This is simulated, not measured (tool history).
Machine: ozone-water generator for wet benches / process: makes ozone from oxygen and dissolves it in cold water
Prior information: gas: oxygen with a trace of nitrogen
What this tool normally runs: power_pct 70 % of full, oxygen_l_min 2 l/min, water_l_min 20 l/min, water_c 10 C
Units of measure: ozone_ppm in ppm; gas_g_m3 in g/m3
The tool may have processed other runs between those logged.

Run 1, hour 0: usual settings. Result: ozone_ppm 10.1 ppm, gas_g_m3 152.6 g/m3.
Run 2, hour 41.8: usual settings. Result: ozone_ppm 10.1 ppm, gas_g_m3 152.6 g/m3.
Run 3, hour 64.2: usual settings. Result: ozone_ppm 10 ppm, gas_g_m3 151.9 g/m3.
Run 4, hour 108.8: usual settings. Result: ozone_ppm 10.3 ppm, gas_g_m3 152.8 g/m3.
Run 5, hour 144.1: usual settings. Result: ozone_ppm 10.1 ppm, gas_g_m3 152.6 g/m3.
Run 6, hour 188.8: usual settings but oxygen_l_min 1.98 l/min. Result: ozone_ppm 9.8 ppm, gas_g_m3 152.9 g/m3.
Run 7, hour 220.1: usual settings but oxygen_l_min 1.88 l/min. Result: ozone_ppm 9.8 ppm, gas_g_m3 157.5 g/m3.
Run 8, hour 251.3: usual settings. Result: ozone_ppm 10 ppm, gas_g_m3 152.3 g/m3.
Run 9, hour 291.3: usual settings. Result: ozone_ppm 9.9 ppm, gas_g_m3 150.8 g/m3.
Run 10, hour 322.4: usual settings but power_pct 77 % of full. Result: ozone_ppm 10.8 ppm, gas_g_m3 158.8 g/m3.
Run 11, hour 364.3: usual settings but power_pct 77 % of full. Result: ozone_ppm 10.6 ppm, gas_g_m3 158.9 g/m3.
Run 12, hour 386.8: usual settings. Result: ozone_ppm 9.9 ppm, gas_g_m3 149.7 g/m3.
Run 13, hour 412: usual settings. Result: ozone_ppm 10.1 ppm, gas_g_m3 149.5 g/m3.
Run 14, hour 434.1: usual settings but power_pct 55 % of full. Result: ozone_ppm 8.3 ppm, gas_g_m3 126.7 g/m3.
Run 15, hour 477.3: usual settings. Result: ozone_ppm 9.8 ppm, gas_g_m3 148.6 g/m3.
Run 16, hour 513.6: usual settings. Result: ozone_ppm 9.8 ppm, gas_g_m3 150.1 g/m3.
Run 17, hour 539.9: usual settings. Result: ozone_ppm 9.6 ppm, gas_g_m3 149.6 g/m3.
Run 18, hour 580.1: usual settings but power_pct 48 % of full, oxygen_l_min 1.05 l/min, water_l_min 25 l/min, water_c 12 C. Result: ozone_ppm 4.6 ppm, gas_g_m3 159.5 g/m3.
Run 19, hour 623.5: usual settings but power_pct 48 % of full, oxygen_l_min 1.05 l/min, water_l_min 25 l/min, water_c 12 C. Result: ozone_ppm 4.6 ppm, gas_g_m3 159.2 g/m3.
Run 20, hour 646: usual settings but power_pct 53 % of full, oxygen_l_min 2.43 l/min. Result: ozone_ppm 8.8 ppm, gas_g_m3 111.5 g/m3.
Run 21, hour 687.2: usual settings but power_pct 53 % of full, oxygen_l_min 2.43 l/min, water_l_min 22 l/min, water_c 7 C. Result: ozone_ppm 8 ppm, gas_g_m3 111 g/m3.
Run 22, hour 715.2: usual settings but power_pct 53 % of full, oxygen_l_min 2.43 l/min, water_l_min 22 l/min, water_c 7 C. Result: ozone_ppm 8 ppm, gas_g_m3 110.6 g/m3.
Run 23, hour 747.4: usual settings but power_pct 53 % of full, oxygen_l_min 2.43 l/min, water_l_min 22 l/min, water_c 7 C. Result: ozone_ppm 8 ppm, gas_g_m3 110.4 g/m3.
Run 24, hour 766.4: usual settings but power_pct 53 % of full, oxygen_l_min 2.43 l/min, water_l_min 22 l/min, water_c 5 C. Result: ozone_ppm 8 ppm, gas_g_m3 110.5 g/m3.
Run 25, hour 809: usual settings but power_pct 42 % of full, oxygen_l_min 1.07 l/min, water_l_min 16 l/min, water_c 7 C. Result: ozone_ppm 6.9 ppm, gas_g_m3 143 g/m3.
At hour 825.5: contactor cleaned.
Run 26, hour 832.9: usual settings but water_l_min 23 l/min. Result: ozone_ppm 8.7 ppm, gas_g_m3 147.4 g/m3.
Run 27, hour 862.5: usual settings but power_pct 98 % of full, oxygen_l_min 1.06 l/min, water_l_min 25 l/min. Result: ozone_ppm 8 ppm, gas_g_m3 253.6 g/m3.
Run 28, hour 890.3: usual settings but power_pct 49 % of full, oxygen_l_min 1.13 l/min, water_l_min 25 l/min, water_c 9 C. Result: ozone_ppm 5.1 ppm, gas_g_m3 153.6 g/m3.

The next listed run, before its measurement:
Run 29, hour 933.7: usual settings but power_pct 49 % of full, water_l_min 15 l/min. Result: ozone_ppm ?, gas_g_m3 ?.

For run 29 the tool returned ozone_ppm 10.2 ppm, gas_g_m3 115.9 g/m3.
With no hidden state in the tool, this same run would have given ozone_ppm 11.2 ppm, gas_g_m3 126.5 g/m3.
